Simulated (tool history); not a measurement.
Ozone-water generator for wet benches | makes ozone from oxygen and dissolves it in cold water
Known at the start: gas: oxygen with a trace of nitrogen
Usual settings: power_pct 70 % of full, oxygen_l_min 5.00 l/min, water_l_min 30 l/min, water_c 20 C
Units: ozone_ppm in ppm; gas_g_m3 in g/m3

run 1 hour=0.0 | power_pct=70 oxygen_l_min=5.00 water_l_min=30 water_c=20 | ozone_ppm=19.7 gas_g_m3=240.6
run 2 hour=92.2 | power_pct=70 oxygen_l_min=5.00 water_l_min=30 water_c=20 | ozone_ppm=20.1 gas_g_m3=241.4
run 3 hour=179.0 | power_pct=94 oxygen_l_min=5.00 water_l_min=30 water_c=20 | ozone_ppm=26.0 gas_g_m3=311.7
run 4 hour=285.4 | power_pct=94 oxygen_l_min=5.00 water_l_min=30 water_c=20 | ozone_ppm=25.8 gas_g_m3=313.0
run 5 hour=360.6 | power_pct=94 oxygen_l_min=5.00 water_l_min=30 water_c=20 | ozone_ppm=25.9 gas_g_m3=314.3
run 6 hour=463.2 | power_pct=70 oxygen_l_min=5.00 water_l_min=45 water_c=20 | ozone_ppm=13.1 gas_g_m3=238.4
run 7 hour=525.1 | power_pct=70 oxygen_l_min=5.00 water_l_min=45 water_c=20 | ozone_ppm=13.0 gas_g_m3=239.6
run 8 hour=623.4 | power_pct=70 oxygen_l_min=5.00 water_l_min=45 water_c=20 | ozone_ppm=13.3 gas_g_m3=236.6
run 9 hour=740.0 | power_pct=70 oxygen_l_min=5.00 water_l_min=45 water_c=20 | ozone_ppm=13.3 gas_g_m3=237.3
run 10 hour=798.5 | power_pct=70 oxygen_l_min=5.00 water_l_min=45 water_c=20 | ozone_ppm=13.4 gas_g_m3=239.4
run 11 hour=855.0 | power_pct=70 oxygen_l_min=4.64 water_l_min=45 water_c=20 | ozone_ppm=12.8 gas_g_m3=239.9
run 12 hour=938.1 | power_pct=70 oxygen_l_min=4.64 water_l_min=45 water_c=20 | ozone_ppm=12.7 gas_g_m3=240.9
run 13 hour=1011.3 | power_pct=70 oxygen_l_min=4.64 water_l_min=45 water_c=20 | ozone_ppm=12.8 gas_g_m3=244.2
run 14 hour=1068.6 | power_pct=70 oxygen_l_min=5.00 water_l_min=30 water_c=20 | ozone_ppm=20.3 gas_g_m3=236.8
run 15 hour=1189.2 | power_pct=43 oxygen_l_min=5.00 water_l_min=30 water_c=20 | ozone_ppm=12.6 gas_g_m3=152.3
run 16 hour=1303.6 | power_pct=70 oxygen_l_min=5.00 water_l_min=36 water_c=20 | ozone_ppm=16.6 gas_g_m3=235.8
run 17 hour=1379.2 | power_pct=67 oxygen_l_min=2.83 water_l_min=36 water_c=20 | ozone_ppm=12.6 gas_g_m3=271.6
run 18 hour=1517.8 | power_pct=67 oxygen_l_min=2.83 water_l_min=36 water_c=20 | ozone_ppm=12.8 gas_g_m3=274.2
run 19 hour=1589.2 | power_pct=70 oxygen_l_min=6.52 water_l_min=19 water_c=20 | ozone_ppm=30.3 gas_g_m3=218.4
run 20 hour=1694.3 | power_pct=63 oxygen_l_min=5.27 water_l_min=28 water_c=19 | ozone_ppm=19.6 gas_g_m3=214.4
run 21 hour=1768.0 | power_pct=70 oxygen_l_min=5.00 water_l_min=24 water_c=23 | ozone_ppm=23.2 gas_g_m3=237.0
run 22 hour=1887.1 | power_pct=70 oxygen_l_min=5.00 water_l_min=23 water_c=20 | ozone_ppm=25.0 gas_g_m3=236.3
run 23 hour=1960.9 | power_pct=84 oxygen_l_min=8.76 water_l_min=35 water_c=21 | ozone_ppm=23.4 gas_g_m3=231.6
run 24 hour=2034.2 | power_pct=89 oxygen_l_min=6.27 water_l_min=40 water_c=15 | ozone_ppm=21.3 gas_g_m3=276.5
run 25 hour=2118.2 | power_pct=89 oxygen_l_min=6.27 water_l_min=40 water_c=15 | ozone_ppm=21.1 gas_g_m3=271.4
run 26 hour=2256.7 | power_pct=89 oxygen_l_min=6.27 water_l_min=40 water_c=15 | ozone_ppm=21.2 gas_g_m3=269.5
run 27 hour=2377.5 | power_pct=55 oxygen_l_min=5.00 water_l_min=41 water_c=21 | ozone_ppm=11.5 gas_g_m3=188.0
run 28 hour=2474.1 | power_pct=55 oxygen_l_min=5.00 water_l_min=41 water_c=21 | ozone_ppm=11.4 gas_g_m3=190.3
run 29 hour=2582.4 | power_pct=55 oxygen_l_min=5.00 water_l_min=41 water_c=21 | ozone_ppm=11.4 gas_g_m3=186.9
run 30 hour=2676.8 | power_pct=64 oxygen_l_min=5.12 water_l_min=36 water_c=21 | ozone_ppm=15.3 gas_g_m3=214.8
run 31 hour=2763.2 | power_pct=64 oxygen_l_min=5.12 water_l_min=36 water_c=22 | ozone_ppm=15.1 gas_g_m3=215.1
-- hour=2802.2 contactor cleaned
run 32 hour=2861.2 | power_pct=64 oxygen_l_min=5.12 water_l_min=36 water_c=22 | ozone_ppm=15.1 gas_g_m3=214.7

4 ways to go on from here, each from the tool as it stands after run 32. What would each give?
run A hour=2930.9 | power_pct=64 oxygen_l_min=5.12 water_l_min=24 water_c=16 | ozone_ppm=? gas_g_m3=?
run B hour=2930.9 | power_pct=64 oxygen_l_min=5.12 water_l_min=27 water_c=22 | ozone_ppm=? gas_g_m3=?
run C hour=2930.9 | power_pct=64 oxygen_l_min=4.99 water_l_min=34 water_c=22 | ozone_ppm=? gas_g_m3=?
run D hour=2930.9 | power_pct=81 oxygen_l_min=7.16 water_l_min=36 water_c=22 | ozone_ppm=? gas_g_m3=?

run=A ozone_ppm=23.6 gas_g_m3=215.1
run=B ozone_ppm=19.5 gas_g_m3=213.7
run=C ozone_ppm=15.8 gas_g_m3=215.9
run=D ozone_ppm=20.8 gas_g_m3=237.7
Without the tool's hidden state the same runs would have given:
run=A ozone_ppm=23.6 gas_g_m3=221.2
run=B ozone_ppm=19.6 gas_g_m3=219.7
run=C ozone_ppm=15.9 gas_g_m3=222.0
run=D ozone_ppm=20.9 gas_g_m3=244.5
